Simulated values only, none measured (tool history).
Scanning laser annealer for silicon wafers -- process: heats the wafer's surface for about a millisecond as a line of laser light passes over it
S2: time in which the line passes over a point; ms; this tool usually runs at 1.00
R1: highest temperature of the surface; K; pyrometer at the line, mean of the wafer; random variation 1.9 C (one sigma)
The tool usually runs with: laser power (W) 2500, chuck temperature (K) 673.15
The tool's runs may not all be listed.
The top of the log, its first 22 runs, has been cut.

-- hour=452.4 optics aligned, line set to its width
run 23 hour=456.8 | laser_power_(W)=2579 S2=0.87 chuck_temperature_(K)=672.15 | R1=1359.15
run 24 hour=485.1 | laser_power_(W)=2259 S2=1.00 chuck_temperature_(K)=673.15 | R1=1293.15
run 25 hour=504.4 | laser_power_(W)=2360 S2=1.00 chuck_temperature_(K)=673.15 | R1=1334.15
run 26 hour=516.7 | laser_power_(W)=2171 S2=0.94 chuck_temperature_(K)=703.15 | R1=1273.15
run 27 hour=536.0 | laser_power_(W)=2638 S2=1.23 chuck_temperature_(K)=673.15 | R1=1524.15
run 28 hour=553.7 | laser_power_(W)=2486 S2=1.00 chuck_temperature_(K)=683.15 | R1=1389.15
run 29 hour=576.9 | laser_power_(W)=2708 S2=1.00 chuck_temperature_(K)=673.15 | R1=1464.15
run 30 hour=594.9 | laser_power_(W)=2500 S2=0.71 chuck_temperature_(K)=689.15 | R1=1286.15
run 31 hour=611.4 | laser_power_(W)=2406 S2=0.85 chuck_temperature_(K)=653.15 | R1=1274.15
run 32 hour=626.9 | laser_power_(W)=2406 S2=0.85 chuck_temperature_(K)=653.15 | R1=1274.15
run 33 hour=646.0 | laser_power_(W)=2251 S2=1.00 chuck_temperature_(K)=673.15 | R1=1292.15
-- hour=653.7 window over the wafer cleaned
run 34 hour=674.0 | laser_power_(W)=2577 S2=0.86 chuck_temperature_(K)=694.15 | R1=1380.15

Here are 5 independent what-if runs from the current tool condition. What would each one return?
run A hour=692.5 | laser_power_(W)=2289 S2=0.86 chuck_temperature_(K)=694.15 | R1=?
run B hour=692.5 | laser_power_(W)=2500 S2=1.00 chuck_temperature_(K)=642.15 | R1=?
run C hour=692.5 | laser_power_(W)=2500 S2=1.00 chuck_temperature_(K)=705.15 | R1=?
run D hour=692.5 | laser_power_(W)=2573 S2=0.86 chuck_temperature_(K)=694.15 | R1=?
run E hour=692.5 | laser_power_(W)=2199 S2=0.86 chuck_temperature_(K)=694.15 | R1=?

run=A R1=1280.15
run=B R1=1355.15
run=C R1=1418.15
run=D R1=1376.15
run=E R1=1246.15
With the hidden condition removed and each run's random variation left untouched, the same runs would have given:
run=A R1=1280.15
run=B R1=1355.15
run=C R1=1419.15
run=D R1=1376.15
run=E R1=1246.15
